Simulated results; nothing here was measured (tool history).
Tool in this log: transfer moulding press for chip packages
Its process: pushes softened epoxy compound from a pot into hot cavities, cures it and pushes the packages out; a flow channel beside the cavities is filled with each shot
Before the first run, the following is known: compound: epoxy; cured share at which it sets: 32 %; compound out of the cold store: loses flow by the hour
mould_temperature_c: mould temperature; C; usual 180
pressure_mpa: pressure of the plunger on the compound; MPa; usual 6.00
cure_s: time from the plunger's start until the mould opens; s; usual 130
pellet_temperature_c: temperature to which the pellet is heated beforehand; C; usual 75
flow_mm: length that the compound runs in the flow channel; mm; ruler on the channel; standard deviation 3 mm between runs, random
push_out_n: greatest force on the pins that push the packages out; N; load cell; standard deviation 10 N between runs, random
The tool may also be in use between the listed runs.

run   hour  mould_temperature_c  pressure_mpa  cure_s  pellet_temperature_c  incoming compound's hours out of the cold store  flow_mm  push_out_n
  1    0.0                  180          6.00     130                    75                                             28.5      558         681
  2   28.9                  180          6.00     130                    75                                             26.4      559         777
  3   46.4                  180          4.57     130                    75                                             26.8      487         806
  4   61.7                  178          6.00     130                    75                                             23.5      571         943
      71.5  -- cavities cleaned with cleaning compound and waxed
  5   79.4                  180          6.00     130                    72                                             35.3      524         975
  6   99.4                  180          6.00     130                    75                                             47.2      487         904
     107.6  -- mould's thermocouples calibrated
  7  120.2                  180          6.00     130                    75                                             40.8      509         933
  8  135.2                  180          6.00     130                    75                                             20.6      579        1014
  9  153.1                  180          6.00     130                    75                                              9.0      623        1017
     185.7  -- cavities cleaned with cleaning compound and waxed
 10  185.7                  180          6.00     130                    75                                              8.3      618         509
 11  200.8                  180          6.00     130                    75                                             28.7      539         566
 12  231.7                  176          6.00     130                    75                                             25.8      547         877
 13  254.2                  176          6.00     130                    73                                             30.5      529         982
     262.9  -- cavities cleaned with cleaning compound and waxed, once more
 14  275.8                  180          6.00     142                    75                                             24.6      547         475
 15  295.2                  180          6.73     122                    75                                             42.9      512         670
 16  313.5                  181          6.00     119                    75                                             29.0      521         762
 17  337.1                  181          6.00     119                    75                                             44.6      473         820
 18  362.1                  180          6.99     130                    75                                             44.1      510         786
     376.4  -- cavities cleaned with cleaning compound and waxed
 19  394.9                  177          6.00     116                    77                                             22.5      548         916
 20  420.3                  177          6.00     125                    69                                             14.0      577         961
 21  445.8                  177          6.00     125                    69                                             18.8      551        1020
 22  463.9                  177          6.00     162                    66                                             19.2      553         685
 23  484.5                  183          6.00     170                    75                                             31.0      498         636
     489.5  -- cavities cleaned with cleaning compound and waxed
 24  504.5                  174          5.19     170                    75                                             37.4      456         502
 25  527.6                  174          5.19     170                    75                                             15.3      522         606
 26  559.7                  174          5.19     170                    75                                             44.3      424         682
 27  584.0                  183          6.00     167                    75                                             42.7      454         608
     602.3  -- cavities cleaned with cleaning compound and waxed
 28  602.3                  181          5.03     115                    71                                             12.5      510         611

3 options for the next run, each taken on its own from the tool as it stands now. Forecast them:
  A  625.8                  180          7.38     130                    75                                             13.1        ?           ?
  B  625.8                  176          5.03     115                    71                                             12.9        ?           ?
  C  625.8                  185          6.98     115                    71                                             24.9        ?           ?

run  flow_mm  push_out_n
  A      603         624
  B      514        1074
  C      546         595
Without the tool's hidden state the same runs would have given:
run  flow_mm  push_out_n
  A      678         495
  B      577         860
  C      613         468
